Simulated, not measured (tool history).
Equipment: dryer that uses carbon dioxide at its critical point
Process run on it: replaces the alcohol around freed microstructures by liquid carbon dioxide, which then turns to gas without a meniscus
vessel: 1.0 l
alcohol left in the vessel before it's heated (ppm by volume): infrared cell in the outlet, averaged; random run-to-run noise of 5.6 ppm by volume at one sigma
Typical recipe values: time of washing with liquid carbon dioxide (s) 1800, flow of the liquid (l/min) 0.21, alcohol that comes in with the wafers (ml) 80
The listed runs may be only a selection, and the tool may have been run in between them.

run	hour	time of washing with liquid carbon dioxide (s)	flow of the liquid (l/min)	alcohol that comes in with the wafers (ml)	alcohol left in the vessel before it's heated (ppm by volume)
1	0	1800	0.21	80	208
2	23.3	1800	0.21	80	209
3	45.6	1800	0.21	80	218
4	83.7	1800	0.21	80	215
5	131.1	1800	0.21	80	226
6	163.6	1800	0.21	80	227
7	191.7	1800	0.21	80	217
8	235.4	1500	0.21	80	576
9	264.7	1500	0.21	80	578
10	307.7	1500	0.21	80	592
11	348.1	1800	0.132	80	2011
12	384.5	1800	0.132	80	2090
13	432.1	1800	0.156	80	1056
14	463.2	1800	0.156	80	1090
15	492.7	1800	0.156	80	1072
16	535.8	1800	0.156	80	1088
17	567.9	1080	0.156	80	6148
18	610.3	1080	0.156	80	6183
19	632.4	1800	0.21	80	272
20	671.5	1800	0.21	80	284
# hour 675.5: inlet filter changed
21	693.1	1740	0.21	80	238
22	714.3	1740	0.21	80	236
23	741.3	1740	0.21	80	252
24	781.9	1800	0.332	80	52
25	820.3	1800	0.303	26	48
26	842.7	2280	0.283	22	41
27	885	1200	0.195	49	1175
28	911.8	1200	0.186	29	851
29	953.7	1200	0.186	29	878
30	982.1	1200	0.186	29	871
31	1009.3	1200	0.186	29	876
32	1035.8	1200	0.186	29	890
33	1073.7	1200	0.186	29	888
34	1120.5	1200	0.186	29	911
35	1162.7	2400	0.186	99	129
36	1210.1	2460	0.21	24	60
37	1244.7	1800	0.21	50	189
38	1274.6	1800	0.21	50	194
39	1307.6	1140	0.21	110	2585
40	1353.7	1140	0.21	110	2677
41	1383.1	2100	0.206	50	115
42	1410	1500	0.189	80	1059
43	1431.8	2760	0.189	80	74
44	1465.4	1320	0.336	21	84
45	1514.3	1800	0.177	80	660
46	1553	2400	0.335	87	51
# hour 1593.5: inlet filter changed
47	1601.4	2400	0.335	87	62
48	1637.4	2400	0.292	57	63

3 options for the next run, each taken on its own from the tool as it stands now. Forecast them:
A	1676.9	2400	0.296	20	?
B	1676.9	1800	0.21	22	?
C	1676.9	1080	0.21	80	?

run	alcohol left in the vessel before it's heated (ppm by volume)
A	66
B	107
C	2057
What these runs would have given with no unlogged condition in the tool:
run	alcohol left in the vessel before it's heated (ppm by volume)
A	9
B	48
C	1953

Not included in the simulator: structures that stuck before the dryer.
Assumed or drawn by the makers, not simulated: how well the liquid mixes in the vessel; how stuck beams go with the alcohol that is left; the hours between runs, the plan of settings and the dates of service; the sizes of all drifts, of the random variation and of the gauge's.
